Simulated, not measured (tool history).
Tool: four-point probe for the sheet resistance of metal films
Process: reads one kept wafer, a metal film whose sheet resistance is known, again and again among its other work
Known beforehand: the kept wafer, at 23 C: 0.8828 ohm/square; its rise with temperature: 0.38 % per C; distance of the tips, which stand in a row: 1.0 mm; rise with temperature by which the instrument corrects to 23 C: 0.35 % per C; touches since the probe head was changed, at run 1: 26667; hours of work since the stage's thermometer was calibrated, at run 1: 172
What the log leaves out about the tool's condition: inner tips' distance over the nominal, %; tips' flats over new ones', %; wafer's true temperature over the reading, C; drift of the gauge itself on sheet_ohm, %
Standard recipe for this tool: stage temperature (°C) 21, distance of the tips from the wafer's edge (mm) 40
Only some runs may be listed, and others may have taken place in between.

run    hour  stage temperature (°C)  distance of the tips from the wafer's edge (mm)  touches since the probe head was changed  hours of work since the stage's thermometer was calibrated  sheet resistance as the instrument gives it (ohm/square)
  1     0.0                      21                                               40                                     26667                                                         172                                                  0.887536
  2   108.0                      21                                               40                                     27734                                                         216                                                  0.887862
  3   199.7                      26                                               40                                     28639                                                         254                                                  0.888744
  4   289.0                      26                                               40                                     29522                                                         291                                                  0.888942
  5   351.8                      24                                               40                                     30142                                                         316                                                  0.888357
  6   417.0                      24                                               40                                     30785                                                         343                                                  0.888425
  7   529.1                      21                                                4                                     31892                                                         389                                                  0.916657
  8   606.8                      21                                               40                                     32659                                                         421                                                  0.887643
  9   663.0                      28                                               40                                     33214                                                         444                                                  0.889603
 10   731.6                      21                                               40                                     33891                                                         472                                                  0.888266
 11   811.2                      27                                               40                                     34677                                                         505                                                  0.889391
 12   874.4                      27                                               40                                     35301                                                         531                                                  0.889327
 13   975.0                      21                                               40                                     36295                                                         572                                                  0.888245
 14  1067.3                      21                                               40                                     37206                                                         610                                                  0.888422
 15  1160.9                      21                                               40                                     38130                                                         648                                                  0.888416
 16  1232.8                      21                                               40                                     38841                                                         677                                                  0.888184
 17  1336.1                      21                                               40                                     39860                                                         720                                                  0.888632
 18  1455.0                      21                                               40                                     41034                                                         769                                                  0.888530
 19  1549.9                      21                                               40                                     41972                                                         807                                                  0.888559
 20  1677.9                      31                                                5                                     43235                                                         860                                                  0.908984
 21  1759.1                      19                                               27                                     44037                                                         893                                                  0.888799
 22  1839.9                      30                                               17                                     44835                                                         926                                                  0.892197
 23  1942.1                      30                                                4                                     45844                                                         968                                                  0.919710
 24  2022.8                      21                                                5                                     46641                                                        1001                                                  0.907305
 25  2097.6                      18                                                8                                     47379                                                        1032                                                  0.894956
 26  2169.1                      31                                                9                                     48086                                                        1061                                                  0.897040
 27  2297.4                      31                                                7                                     49352                                                        1114                                                  0.900746
 28  2421.3                      26                                                5                                     50576                                                        1165                                                  0.908490
 29  2478.4                      28                                               16                                     51139                                                        1188                                                  0.892477
 30  2580.1                      25                                               24                                     52144                                                        1230                                                  0.890580
 31  2670.6                      32                                                5                                     53038                                                        1267                                                  0.910083
 32  2774.5                      19                                               35                                     54063                                                        1310                                                  0.889040
 33  2870.2                      31                                                5                                     55009                                                        1349                                                  0.909965
 34  2999.4                      23                                                7                                     56284                                                        1402                                                  0.899048
 35  3085.2                      23                                                7                                     57131                                                        1437                                                  0.899292
     3097.3  -- stage's thermometer calibrated
 36  3202.1                      20                                                7                                     58280                                                          43                                                  0.896778
 37  3304.0                      24                                               17                                     59287                                                          85                                                  0.890059

Consider 4 possible next runs. They are alternatives, not a sequence: every one starts from the tool as it was left by run 37. What does each give?
  A  3411.4                      21                                               53                                     60347                                                         129                                                         ?
  B  3411.4                      20                                               56                                     60347                                                         129                                                         ?
  C  3411.4                      29                                                9                                     60347                                                         129                                                         ?
  D  3411.4                      29                                               17                                     60347                                                         129                                                         ?

run  sheet resistance as the instrument gives it (ohm/square)
  A                                                  0.887482
  B                                                  0.887810
  C                                                  0.895630
  D                                                  0.891280
The same runs, with their run-to-run variation unchanged, on a tool lacking any hidden condition would have given:
run  sheet resistance as the instrument gives it (ohm/square)
  A                                                  0.882040
  B                                                  0.882366
  C                                                  0.890143
  D                                                  0.885818

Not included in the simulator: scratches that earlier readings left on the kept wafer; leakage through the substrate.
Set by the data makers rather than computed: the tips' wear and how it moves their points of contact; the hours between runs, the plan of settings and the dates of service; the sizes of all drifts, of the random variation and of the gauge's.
